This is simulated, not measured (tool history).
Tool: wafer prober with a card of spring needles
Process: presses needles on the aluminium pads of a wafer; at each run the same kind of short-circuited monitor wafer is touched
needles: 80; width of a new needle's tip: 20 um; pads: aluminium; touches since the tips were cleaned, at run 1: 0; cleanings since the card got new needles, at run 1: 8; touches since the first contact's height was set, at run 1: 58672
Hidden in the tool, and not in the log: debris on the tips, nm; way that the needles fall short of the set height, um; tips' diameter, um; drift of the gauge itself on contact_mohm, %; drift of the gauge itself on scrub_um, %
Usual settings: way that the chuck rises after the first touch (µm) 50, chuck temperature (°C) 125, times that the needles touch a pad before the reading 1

| run | day | way that the chuck rises after the first touch (µm) | chuck temperature (°C) | times that the needles touch a pad before the reading | touches since the tips were cleaned | cleanings since the card got new needles | touches since the first contact's height was set | resistance of one needle with its contact and lead (mohm) | way that a needle slides on the pad (µm) |
|---|---|---|---|---|---|---|---|---|---|
| 1 | 0.000 | 50 | 125 | 1 | 0 | 8 | 58672 | 168 | 11.71 |
|  | 0.521 | tips cleaned on abrasive film |
| 2 | 0.788 | 50 | 125 | 1 | 3554 | 9 | 69146 | 217 | 11.72 |
|  | 1.042 | tips cleaned on abrasive film |
|  | 1.633 | tips cleaned on abrasive film |
|  | 2.200 | tips cleaned on abrasive film |
| 3 | 2.446 | 50 | 125 | 1 | 3295 | 12 | 91131 | 214 | 11.56 |
|  | 2.796 | tips cleaned on abrasive film |
|  | 3.333 | tips cleaned on abrasive film |
| 4 | 3.333 | 50 | 125 | 1 | 0 | 14 | 102864 | 172 | 11.52 |
|  | 3.892 | tips cleaned on abrasive film |
| 5 | 4.342 | 50 | 125 | 1 | 5983 | 15 | 116283 | 228 | 11.52 |
|  | 4.429 | tips cleaned on abrasive film |
|  | 4.979 | tips cleaned on abrasive film |
| 6 | 5.442 | 32 | 125 | 1 | 6159 | 17 | 130870 | 309 | 7.29 |
|  | 5.562 | tips cleaned on abrasive film |
|  | 6.162 | tips cleaned on abrasive film |
|  | 6.754 | tips cleaned on abrasive film |
|  | 7.271 | tips cleaned on abrasive film |
| 7 | 7.271 | 32 | 125 | 1 | 0 | 21 | 155120 | 196 | 7.25 |
|  | 7.825 | tips cleaned on abrasive film |
|  | 8.433 | tips cleaned on abrasive film |
| 8 | 8.567 | 50 | 125 | 1 | 1753 | 23 | 172300 | 200 | 11.42 |
|  | 8.954 | tips cleaned on abrasive film |
|  | 9.483 | tips cleaned on abrasive film |
|  | 9.696 | height of the first contact set anew |
| 9 | 9.808 | 50 | 125 | 1 | 4204 | 25 | 1534 | 216 | 11.75 |
|  | 10.038 | tips cleaned on abrasive film |
|  | 10.642 | tips cleaned on abrasive film |
| 10 | 10.912 | 50 | 125 | 1 | 3608 | 27 | 16165 | 218 | 11.84 |
|  | 11.171 | tips cleaned on abrasive film |
|  | 11.762 | tips cleaned on abrasive film |
| 11 | 11.967 | 50 | 125 | 1 | 2723 | 29 | 30130 | 210 | 11.75 |
|  | 12.292 | tips cleaned on abrasive film |
|  | 12.883 | tips cleaned on abrasive film |
| 12 | 12.892 | 50 | 125 | 1 | 81 | 31 | 42375 | 178 | 11.70 |
|  | 13.479 | tips cleaned on abrasive film |
|  | 14.038 | tips cleaned on abrasive film |
| 13 | 14.192 | 56 | 125 | 1 | 2067 | 33 | 59637 | 193 | 13.12 |
|  | 14.596 | tips cleaned on abrasive film |
|  | 15.188 | tips cleaned on abrasive film |
|  | 15.754 | tips cleaned on abrasive film |
| 14 | 15.754 | 56 | 125 | 1 | 0 | 36 | 80354 | 173 | 13.04 |
|  | 16.275 | tips cleaned on abrasive film |
| 15 | 16.775 | 38 | 125 | 1 | 6687 | 37 | 93967 | 275 | 8.79 |
|  | 16.862 | tips cleaned on abrasive film |
|  | 17.475 | tips cleaned on abrasive film |
| 16 | 17.800 | 34 | 57 | 1 | 4338 | 39 | 107546 | 287 | 7.78 |
|  | 18.021 | tips cleaned on abrasive film |
|  | 18.567 | tips cleaned on abrasive film |
|  | 19.083 | tips cleaned on abrasive film |
| 17 | 19.275 | 37 | 74 | 2 | 2588 | 42 | 127072 | 214 | 8.46 |
|  | 19.608 | tips cleaned on abrasive film |
| 18 | 20.046 | 50 | 82 | 2 | 5853 | 43 | 137324 | 202 | 11.51 |
|  | 20.138 | tips cleaned on abrasive film |
|  | 20.725 | tips cleaned on abrasive film |
| 19 | 20.933 | 53 | 125 | 2 | 2777 | 45 | 149062 | 191 | 12.23 |
|  | 21.321 | tips cleaned on abrasive film |
|  | 21.958 | tips cleaned on abrasive film |
|  | 22.533 | tips cleaned on abrasive film |
| 20 | 22.650 | 53 | 125 | 2 | 1551 | 48 | 171816 | 181 | 12.17 |
|  | 23.117 | tips cleaned on abrasive film |
|  | 23.683 | tips cleaned on abrasive film |
|  | 23.821 | height of the first contact set anew |
|  | 24.262 | tips cleaned on abrasive film |
| 21 | 24.292 | 63 | 80 | 3 | 397 | 51 | 6215 | 159 | 14.91 |
|  | 24.900 | tips cleaned on abrasive film |
| 22 | 25.062 | 63 | 80 | 3 | 2189 | 52 | 16465 | 169 | 14.90 |
|  | 25.521 | tips cleaned on abrasive film |
| 23 | 25.833 | 44 | 125 | 1 | 4178 | 53 | 26704 | 238 | 10.36 |
|  | 26.092 | tips cleaned on abrasive film |
|  | 26.633 | tips cleaned on abrasive film |
|  | 27.262 | tips cleaned on abrasive film |
| 24 | 27.292 | 61 | 96 | 2 | 357 | 56 | 46015 | 167 | 14.31 |
|  | 27.900 | tips cleaned on abrasive film |
| 25 | 28.042 | 61 | 96 | 2 | 1862 | 57 | 55973 | 177 | 14.37 |
|  | 28.475 | tips cleaned on abrasive film |
|  | 29.108 | tips cleaned on abrasive film |
| 26 | 29.350 | 66 | 45 | 2 | 3259 | 59 | 73364 | 173 | 15.37 |
|  | 29.712 | tips cleaned on abrasive film |
| 27 | 30.196 | 33 | 105 | 2 | 6461 | 60 | 84617 | 259 | 7.64 |
|  | 30.329 | tips cleaned on abrasive film |
|  | 30.871 | tips cleaned on abrasive film |
| 28 | 31.092 | 68 | 44 | 1 | 2960 | 62 | 96459 | 184 | 15.87 |
|  | 31.438 | tips cleaned on abrasive film |
|  | 31.958 | tips cleaned on abrasive film |
|  | 32.504 | tips cleaned on abrasive film |
| 29 | 32.733 | 68 | 44 | 1 | 3058 | 65 | 118218 | 182 | 15.84 |

The same runs without the tool's hidden state, with the same run-to-run variation:
| run | resistance of one needle with its contact and lead (mohm) | way that a needle slides on the pad (µm) |
|---|---|---|
| 1 | 166 | 11.85 |
| 2 | 169 | 11.88 |
| 3 | 167 | 11.78 |
| 4 | 168 | 11.77 |
| 5 | 169 | 11.79 |
| 6 | 175 | 7.59 |
| 7 | 180 | 7.63 |
| 8 | 165 | 11.84 |
| 9 | 166 | 11.75 |
| 10 | 167 | 11.88 |
| 11 | 170 | 11.81 |
| 12 | 169 | 11.81 |
| 13 | 167 | 13.26 |
| 14 | 169 | 13.23 |
| 15 | 173 | 8.99 |
| 16 | 162 | 8.03 |
| 17 | 164 | 8.76 |
| 18 | 160 | 11.83 |
| 19 | 165 | 12.58 |
| 20 | 164 | 12.57 |
| 21 | 155 | 14.92 |
| 22 | 158 | 14.93 |
| 23 | 173 | 10.42 |
| 24 | 161 | 14.42 |
| 25 | 158 | 14.49 |
| 26 | 151 | 15.53 |
| 27 | 173 | 7.82 |
| 28 | 151 | 16.08 |
| 29 | 151 | 16.10 |
